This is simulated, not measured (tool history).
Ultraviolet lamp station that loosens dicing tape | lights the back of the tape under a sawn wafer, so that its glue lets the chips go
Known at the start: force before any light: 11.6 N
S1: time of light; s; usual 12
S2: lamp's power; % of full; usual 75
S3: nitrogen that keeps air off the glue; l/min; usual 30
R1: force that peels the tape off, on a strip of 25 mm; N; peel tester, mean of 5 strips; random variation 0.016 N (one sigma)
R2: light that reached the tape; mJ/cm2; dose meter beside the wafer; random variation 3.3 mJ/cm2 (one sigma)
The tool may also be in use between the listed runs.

Run 1, hour 0: usual settings. Result: R1 0.919 N, R2 464 mJ/cm2.
Run 2, hour 18.4: usual settings. Result: R1 0.947 N, R2 464 mJ/cm2.
Run 3, hour 38: usual settings. Result: R1 0.961 N, R2 461 mJ/cm2.
Run 4, hour 63.2: usual settings but S3 54 l/min. Result: R1 0.748 N, R2 460 mJ/cm2.
Run 5, hour 88.3: usual settings but S1 10 s, S3 54 l/min. Result: R1 1.133 N, R2 378 mJ/cm2.
Run 6, hour 101.5: usual settings but S2 89 % of full. Result: R1 0.673 N, R2 530 mJ/cm2.
Run 7, hour 116.8: usual settings but S2 89 % of full. Result: R1 0.694 N, R2 531 mJ/cm2.
Run 8, hour 135.4: usual settings but S3 43 l/min. Result: R1 0.866 N, R2 442 mJ/cm2.
Run 9, hour 148.3: usual settings but S2 87 % of full. Result: R1 0.749 N, R2 512 mJ/cm2.
At hour 161.4: window cleaned of glue's vapour.
Run 10, hour 177.2: usual settings but S1 7 s. Result: R1 2.784 N, R2 249 mJ/cm2.
Run 11, hour 206.6: usual settings but S1 7 s. Result: R1 2.908 N, R2 246 mJ/cm2.
Run 12, hour 225: usual settings but S3 13 l/min. Result: R1 1.737 N, R2 416 mJ/cm2.
Run 13, hour 241.2: usual settings but S3 13 l/min. Result: R1 1.795 N, R2 413 mJ/cm2.
Run 14, hour 270.7: usual settings but S3 13 l/min. Result: R1 1.74 N, R2 409 mJ/cm2.
Run 15, hour 297.1: usual settings but S3 13 l/min. Result: R1 1.815 N, R2 403 mJ/cm2.
At hour 316.4: window cleaned of glue's vapour, once more.
Run 16, hour 316.4: usual settings. Result: R1 0.877 N, R2 479 mJ/cm2.
Run 17, hour 338.3: usual settings. Result: R1 0.873 N, R2 469 mJ/cm2.
Run 18, hour 354: usual settings. Result: R1 0.905 N, R2 471 mJ/cm2.
Run 19, hour 378.2: usual settings. Result: R1 0.931 N, R2 468 mJ/cm2.
Run 20, hour 394.6: usual settings but S1 15 s. Result: R1 0.583 N, R2 575 mJ/cm2.
Run 21, hour 419.8: usual settings but S1 15 s. Result: R1 0.599 N, R2 576 mJ/cm2.

The next listed run, before its measurement:
Run 22, hour 446.3: usual settings but S2 60 % of full. Result: R1 ?, R2 ?.

{"run 22": {"R1": 1.506, "R2": 361}}
Without the tool's hidden state the same run would have given R1 1.186 N, R2 410 mJ/cm2.

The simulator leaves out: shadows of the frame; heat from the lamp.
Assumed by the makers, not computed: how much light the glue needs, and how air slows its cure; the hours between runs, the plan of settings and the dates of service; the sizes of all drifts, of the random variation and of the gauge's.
